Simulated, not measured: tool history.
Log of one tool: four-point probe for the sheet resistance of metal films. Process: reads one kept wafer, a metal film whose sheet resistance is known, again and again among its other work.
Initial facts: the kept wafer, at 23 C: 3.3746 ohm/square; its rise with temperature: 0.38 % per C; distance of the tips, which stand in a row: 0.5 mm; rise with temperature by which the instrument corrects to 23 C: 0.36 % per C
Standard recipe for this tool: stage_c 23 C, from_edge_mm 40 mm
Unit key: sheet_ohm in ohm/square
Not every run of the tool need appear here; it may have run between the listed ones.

{"run": 1, "hour": 0.0, "stage_c": 23, "from_edge_mm": 40, "sheet_ohm": 3.375657}
{"run": 2, "hour": 34.4, "stage_c": 23, "from_edge_mm": 40, "sheet_ohm": 3.376235}
{"run": 3, "hour": 71.8, "stage_c": 23, "from_edge_mm": 40, "sheet_ohm": 3.373874}
{"run": 4, "hour": 122.1, "stage_c": 23, "from_edge_mm": 40, "sheet_ohm": 3.375684}
{"run": 5, "hour": 185.8, "stage_c": 23, "from_edge_mm": 40, "sheet_ohm": 3.373795}
{"run": 6, "hour": 232.0, "stage_c": 23, "from_edge_mm": 20, "sheet_ohm": 3.375873}
{"run": 7, "hour": 263.7, "stage_c": 23, "from_edge_mm": 20, "sheet_ohm": 3.375549}
{"run": 8, "hour": 301.8, "stage_c": 23, "from_edge_mm": 20, "sheet_ohm": 3.376178}
{"run": 9, "hour": 350.7, "stage_c": 23, "from_edge_mm": 20, "sheet_ohm": 3.376843}
{"run": 10, "hour": 415.2, "stage_c": 23, "from_edge_mm": 40, "sheet_ohm": 3.374475}
{"run": 11, "hour": 468.3, "stage_c": 18, "from_edge_mm": 40, "sheet_ohm": 3.370343}
{"run": 12, "hour": 509.5, "stage_c": 18, "from_edge_mm": 40, "sheet_ohm": 3.370331}
{"run": 13, "hour": 537.1, "stage_c": 26, "from_edge_mm": 40, "sheet_ohm": 3.378075}
{"run": 14, "hour": 589.9, "stage_c": 26, "from_edge_mm": 40, "sheet_ohm": 3.377856}
{"run": 15, "hour": 646.1, "stage_c": 23, "from_edge_mm": 40, "sheet_ohm": 3.375638}
{"run": 16, "hour": 708.9, "stage_c": 23, "from_edge_mm": 40, "sheet_ohm": 3.375117}
{"run": 17, "hour": 775.8, "stage_c": 23, "from_edge_mm": 40, "sheet_ohm": 3.375119}
{"run": 18, "hour": 833.6, "stage_c": 23, "from_edge_mm": 40, "sheet_ohm": 3.37496}
{"run": 19, "hour": 892.0, "stage_c": 23, "from_edge_mm": 40, "sheet_ohm": 3.374729}
{"run": 20, "hour": 941.2, "stage_c": 23, "from_edge_mm": 40, "sheet_ohm": 3.375908}
{"run": 21, "hour": 993.1, "stage_c": 23, "from_edge_mm": 40, "sheet_ohm": 3.375198}
{"run": 22, "hour": 1049.4, "stage_c": 23, "from_edge_mm": 40, "sheet_ohm": 3.375355}
{"run": 23, "hour": 1102.8, "stage_c": 23, "from_edge_mm": 23, "sheet_ohm": 3.376093}
{"run": 24, "hour": 1161.4, "stage_c": 25, "from_edge_mm": 13, "sheet_ohm": 3.378805}
{"run": 25, "hour": 1204.9, "stage_c": 25, "from_edge_mm": 13, "sheet_ohm": 3.379778}
{"run": 26, "hour": 1255.7, "stage_c": 30, "from_edge_mm": 37, "sheet_ohm": 3.380463}
{"run": 27, "hour": 1296.3, "stage_c": 21, "from_edge_mm": 20, "sheet_ohm": 3.373809}
{"run": 28, "hour": 1337.2, "stage_c": 30, "from_edge_mm": 26, "sheet_ohm": 3.382008}
{"run": 29, "hour": 1368.6, "stage_c": 21, "from_edge_mm": 26, "sheet_ohm": 3.374305}
{"run": 30, "hour": 1418.6, "stage_c": 27, "from_edge_mm": 27, "sheet_ohm": 3.379002}
{"run": 31, "hour": 1464.0, "stage_c": 19, "from_edge_mm": 15, "sheet_ohm": 3.374702}
{"run": 32, "hour": 1498.5, "stage_c": 19, "from_edge_mm": 15, "sheet_ohm": 3.373337}
{"hour": 1514.0, "done": "stage's thermometer calibrated"}
{"run": 33, "hour": 1559.2, "stage_c": 19, "from_edge_mm": 15, "sheet_ohm": 3.373858}
{"run": 34, "hour": 1606.7, "stage_c": 21, "from_edge_mm": 13, "sheet_ohm": 3.376381}
{"run": 35, "hour": 1654.0, "stage_c": 21, "from_edge_mm": 13, "sheet_ohm": 3.376109}
{"run": 36, "hour": 1696.6, "stage_c": 34, "from_edge_mm": 31, "sheet_ohm": 3.382387}
{"run": 37, "hour": 1761.3, "stage_c": 23, "from_edge_mm": 16, "sheet_ohm": 3.375873}
{"run": 38, "hour": 1825.6, "stage_c": 21, "from_edge_mm": 20, "sheet_ohm": 3.374091}

For run 39, what comes out?
{"run": 39, "hour": 1870.1, "stage_c": 21, "from_edge_mm": 20, "sheet_ohm": "?"}

sheet_ohm: 3.374804 ohm/square
Had the tool carried no hidden state, the very same run would have given sheet_ohm 3.374422 ohm/square.
